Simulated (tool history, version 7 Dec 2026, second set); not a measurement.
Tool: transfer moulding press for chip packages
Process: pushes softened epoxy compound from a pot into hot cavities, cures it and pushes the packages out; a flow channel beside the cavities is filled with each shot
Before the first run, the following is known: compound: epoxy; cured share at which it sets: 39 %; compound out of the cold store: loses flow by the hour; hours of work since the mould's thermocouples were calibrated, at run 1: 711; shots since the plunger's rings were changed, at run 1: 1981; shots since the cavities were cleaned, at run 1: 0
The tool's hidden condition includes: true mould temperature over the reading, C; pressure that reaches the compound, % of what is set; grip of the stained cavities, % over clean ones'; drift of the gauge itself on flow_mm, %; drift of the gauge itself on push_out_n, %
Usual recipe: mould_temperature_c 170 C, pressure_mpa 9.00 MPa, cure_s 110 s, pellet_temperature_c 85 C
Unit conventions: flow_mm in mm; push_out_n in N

run,hour,mould_temperature_c,pressure_mpa,cure_s,pellet_temperature_c,hours of work since the mould's thermocouples were calibrated,shots since the plunger's rings were changed,shots since the cavities were cleaned,incoming compound's hours out of the cold store,flow_mm,push_out_n
1,0.0,170,9.00,110,85,711,1981,0,40.4,690,471
# hour 9.7: mould's thermocouples calibrated
# hour 46.7: cavities cleaned with cleaning compound and waxed
2,73.0,170,9.00,110,85,44,2783,305,10.9,797,864
# hour 94.8: plunger's sealing rings changed
# hour 96.3: cavities cleaned with cleaning compound and waxed
3,114.1,170,9.00,110,85,70,205,205,13.7,805,610
# hour 144.9: cavities cleaned with cleaning compound and waxed
# hour 191.1: cavities cleaned with cleaning compound and waxed
4,195.7,170,9.00,110,85,126,1111,53,9.3,817,543
# hour 220.9: cavities cleaned with cleaning compound and waxed, once more
5,250.1,170,9.00,110,85,164,1721,336,40.5,699,638
# hour 270.3: cavities cleaned with cleaning compound and waxed
# hour 318.1: cavities cleaned with cleaning compound and waxed
6,318.1,170,10.08,110,85,210,2470,0,28.1,776,511
# hour 361.6: cavities cleaned with cleaning compound and waxed
# hour 370.4: plunger's sealing rings changed
7,372.6,170,10.08,110,85,246,26,98,21.6,823,523
# hour 410.6: cavities cleaned with cleaning compound and waxed
8,410.6,170,9.00,110,75,272,447,0,46.9,686,480
# hour 458.2: cavities cleaned with cleaning compound and waxed
9,487.0,170,9.00,120,85,325,1310,332,26.7,747,586
# hour 508.3: cavities cleaned with cleaning compound and waxed
# hour 556.2: cavities cleaned with cleaning compound and waxed
10,567.4,170,9.00,120,85,380,2202,129,10.7,803,554
# hour 601.4: cavities cleaned with cleaning compound and waxed
11,609.1,170,9.85,120,85,408,2666,89,19.6,799,506
# hour 640.0: plunger's sealing rings changed
12,643.9,170,9.85,120,85,431,46,462,21.6,814,630
# hour 651.5: cavities cleaned with cleaning compound and waxed
# hour 696.0: cavities cleaned with cleaning compound and waxed
13,705.6,170,9.85,120,85,473,723,112,46.4,715,494
# hour 739.6: cavities cleaned with cleaning compound and waxed
# hour 783.7: cavities cleaned with cleaning compound and waxed
14,783.7,170,9.85,120,85,526,1588,0,31.2,766,445
# hour 829.4: cavities cleaned with cleaning compound and waxed
15,861.1,163,9.00,115,86,580,2463,365,24.6,756,817
# hour 879.0: cavities cleaned with cleaning compound and waxed
# hour 911.1: plunger's sealing rings changed
16,918.5,168,9.00,110,93,618,85,426,14.9,805,691
# hour 926.1: cavities cleaned with cleaning compound and waxed
# hour 972.3: cavities cleaned with cleaning compound and waxed
17,992.5,170,9.00,130,85,669,905,234,17.5,782,539
# hour 1015.8: cavities cleaned with cleaning compound and waxed
18,1048.7,170,9.00,146,85,707,1535,380,45.2,681,555
# hour 1062.7: mould's thermocouples calibrated
# hour 1064.2: cavities cleaned with cleaning compound and waxed
# hour 1110.5: cavities cleaned with cleaning compound and waxed
19,1122.2,170,9.00,146,85,40,2325,135,47.3,674,504
# hour 1155.8: cavities cleaned with cleaning compound and waxed
20,1164.3,170,9.16,146,85,69,2792,97,29.1,735,454
# hour 1188.1: plunger's sealing rings changed
# hour 1205.1: cavities cleaned with cleaning compound and waxed
21,1240.5,170,9.16,146,85,120,587,408,17.9,795,601
# hour 1255.0: cavities cleaned with cleaning compound and waxed
# hour 1299.1: cavities cleaned with cleaning compound and waxed
22,1299.1,170,9.58,95,83,160,1228,0,9.7,840,641
23,1340.2,170,7.65,143,85,189,1702,474,45.8,628,606
# hour 1346.1: cavities cleaned with cleaning compound and waxed
# hour 1392.5: cavities cleaned with cleaning compound and waxed
24,1398.4,170,8.59,107,89,228,2338,68,21.5,742,545
# hour 1437.3: cavities cleaned with cleaning compound and waxed
25,1455.6,170,8.59,107,89,268,2981,212,37.8,678,595

Alternative continuations, all from the tool just after run 25; predict every row:
# hour 1464.1: plunger's sealing rings changed
# hour 1485.0: cavities cleaned with cleaning compound and waxed
A,1519.5,173,9.00,92,85,310,622,398,16.9,?,?
# hour 1464.1: plunger's sealing rings changed
# hour 1485.0: cavities cleaned with cleaning compound and waxed
B,1519.5,178,7.00,110,85,310,622,398,32.2,?,?
# hour 1464.1: plunger's sealing rings changed
# hour 1485.0: cavities cleaned with cleaning compound and waxed
C,1519.5,170,9.00,100,85,310,622,398,20.2,?,?

run,flow_mm,push_out_n
A,786,759
B,640,576
C,775,743
Stripped of hidden state, with their random variation kept, the same runs would have yielded:
run,flow_mm,push_out_n
A,792,559
B,645,410
C,781,548
